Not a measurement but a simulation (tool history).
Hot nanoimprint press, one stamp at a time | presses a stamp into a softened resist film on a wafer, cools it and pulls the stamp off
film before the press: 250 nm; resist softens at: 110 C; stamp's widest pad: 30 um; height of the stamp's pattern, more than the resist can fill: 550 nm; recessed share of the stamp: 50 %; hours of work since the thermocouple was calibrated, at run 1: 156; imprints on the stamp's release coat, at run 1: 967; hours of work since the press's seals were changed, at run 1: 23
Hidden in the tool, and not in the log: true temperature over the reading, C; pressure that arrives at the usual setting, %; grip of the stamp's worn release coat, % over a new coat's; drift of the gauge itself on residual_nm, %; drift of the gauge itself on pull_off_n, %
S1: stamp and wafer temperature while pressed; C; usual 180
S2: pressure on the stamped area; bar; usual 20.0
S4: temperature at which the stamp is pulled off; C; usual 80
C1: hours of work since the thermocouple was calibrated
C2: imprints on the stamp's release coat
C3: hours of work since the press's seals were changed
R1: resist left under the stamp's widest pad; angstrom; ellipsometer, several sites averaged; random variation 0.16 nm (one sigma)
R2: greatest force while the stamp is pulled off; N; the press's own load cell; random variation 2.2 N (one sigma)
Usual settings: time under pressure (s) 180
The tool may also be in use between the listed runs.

run 1 hour=0.0 | S1=180 S2=20.0 time_under_pressure_(s)=180 S4=80 | C1=156 C2=967 C3=23 | R1=1426 R2=144
run 2 hour=10.0 | S1=180 S2=20.0 time_under_pressure_(s)=180 S4=80 | C1=161 C2=1006 C3=28 | R1=1425 R2=145
run 3 hour=17.9 | S1=180 S2=20.0 time_under_pressure_(s)=180 S4=80 | C1=166 C2=1037 C3=32 | R1=1423 R2=152
run 4 hour=28.8 | S1=180 S2=20.0 time_under_pressure_(s)=92 S4=80 | C1=171 C2=1079 C3=38 | R1=1719 R2=144
run 5 hour=37.1 | S1=180 S2=20.0 time_under_pressure_(s)=180 S4=80 | C1=176 C2=1112 C3=42 | R1=1425 R2=149
run 6 hour=45.5 | S1=180 S2=20.0 time_under_pressure_(s)=180 S4=80 | C1=180 C2=1145 C3=47 | R1=1423 R2=156
run 7 hour=50.4 | S1=180 S2=20.0 time_under_pressure_(s)=180 S4=80 | C1=183 C2=1164 C3=49 | R1=1422 R2=157
run 8 hour=61.8 | S1=180 S2=20.0 time_under_pressure_(s)=180 S4=80 | C1=189 C2=1209 C3=55 | R1=1423 R2=153
run 9 hour=73.2 | S1=180 S2=20.0 time_under_pressure_(s)=180 S4=80 | C1=195 C2=1253 C3=61 | R1=1423 R2=160
run 10 hour=84.2 | S1=180 S2=13.6 time_under_pressure_(s)=180 S4=80 | C1=201 C2=1296 C3=67 | R1=1660 R2=165
run 11 hour=96.1 | S1=180 S2=13.6 time_under_pressure_(s)=180 S4=80 | C1=207 C2=1343 C3=73 | R1=1663 R2=170
run 12 hour=105.2 | S1=180 S2=20.0 time_under_pressure_(s)=180 S4=80 | C1=212 C2=1379 C3=78 | R1=1422 R2=161
run 13 hour=113.2 | S1=180 S2=20.0 time_under_pressure_(s)=180 S4=80 | C1=216 C2=1410 C3=82 | R1=1421 R2=165
run 14 hour=118.6 | S1=180 S2=20.0 time_under_pressure_(s)=180 S4=80 | C1=219 C2=1431 C3=85 | R1=1421 R2=174
run 15 hour=127.0 | S1=180 S2=20.1 time_under_pressure_(s)=180 S4=80 | C1=223 C2=1464 C3=90 | R1=1421 R2=170
run 16 hour=133.0 | S1=180 S2=20.1 time_under_pressure_(s)=180 S4=80 | C1=226 C2=1487 C3=93 | R1=1419 R2=173
run 17 hour=140.8 | S1=174 S2=20.1 time_under_pressure_(s)=97 S4=67 | C1=230 C2=1518 C3=97 | R1=1917 R2=207
run 18 hour=149.7 | S1=174 S2=20.1 time_under_pressure_(s)=97 S4=67 | C1=235 C2=1552 C3=102 | R1=1917 R2=215
run 19 hour=160.4 | S1=174 S2=20.1 time_under_pressure_(s)=97 S4=66 | C1=241 C2=1595 C3=107 | R1=1913 R2=215
run 20 hour=165.5 | S1=190 S2=22.0 time_under_pressure_(s)=268 S4=73 | C1=244 C2=1615 C3=110 | R1=883 R2=195
run 21 hour=171.7 | S1=178 S2=25.2 time_under_pressure_(s)=245 S4=87 | C1=247 C2=1639 C3=113 | R1=1225 R2=158
run 22 hour=180.9 | S1=173 S2=20.0 time_under_pressure_(s)=180 S4=80 | C1=252 C2=1675 C3=118 | R1=1708 R2=180
run 23 hour=193.0 | S1=189 S2=16.2 time_under_pressure_(s)=122 S4=69 | C1=258 C2=1722 C3=125 | R1=1388 R2=213
run 24 hour=202.5 | S1=189 S2=16.2 time_under_pressure_(s)=122 S4=70 | C1=263 C2=1759 C3=130 | R1=1390 R2=214
run 25 hour=207.6 | S1=189 S2=16.2 time_under_pressure_(s)=122 S4=85 | C1=266 C2=1779 C3=132 | R1=1392 R2=170
run 26 hour=218.9 | S1=189 S2=14.1 time_under_pressure_(s)=225 S4=69 | C1=272 C2=1824 C3=138 | R1=1213 R2=217
run 27 hour=227.5 | S1=179 S2=14.1 time_under_pressure_(s)=189 S4=84 | C1=276 C2=1857 C3=143 | R1=1651 R2=177
run 28 hour=236.7 | S1=179 S2=14.1 time_under_pressure_(s)=189 S4=84 | C1=281 C2=1893 C3=148 | R1=1654 R2=180
run 29 hour=243.0 | S1=179 S2=14.1 time_under_pressure_(s)=189 S4=84 | C1=284 C2=1918 C3=151 | R1=1653 R2=179
run 30 hour=253.6 | S1=179 S2=14.1 time_under_pressure_(s)=189 S4=84 | C1=290 C2=1959 C3=157 | R1=1653 R2=186

3 ways to go on from here, each from the tool as it stands after run 30. What would each give?
run A hour=264.6 | S1=179 S2=14.1 time_under_pressure_(s)=232 S4=84 | C1=296 C2=2002 C3=162 | R1=? R2=?
run B hour=264.6 | S1=190 S2=19.7 time_under_pressure_(s)=189 S4=84 | C1=296 C2=2002 C3=162 | R1=? R2=?
run C hour=264.6 | S1=180 S2=20.0 time_under_pressure_(s)=167 S4=80 | C1=296 C2=2002 C3=162 | R1=? R2=?

run=A R1=1561 R2=190
run=B R1=1062 R2=184
run=C R1=1451 R2=198
Without the tool's hidden state the same runs would have given:
run=A R1=1584 R2=95
run=B R1=1077 R2=92
run=C R1=1472 R2=99

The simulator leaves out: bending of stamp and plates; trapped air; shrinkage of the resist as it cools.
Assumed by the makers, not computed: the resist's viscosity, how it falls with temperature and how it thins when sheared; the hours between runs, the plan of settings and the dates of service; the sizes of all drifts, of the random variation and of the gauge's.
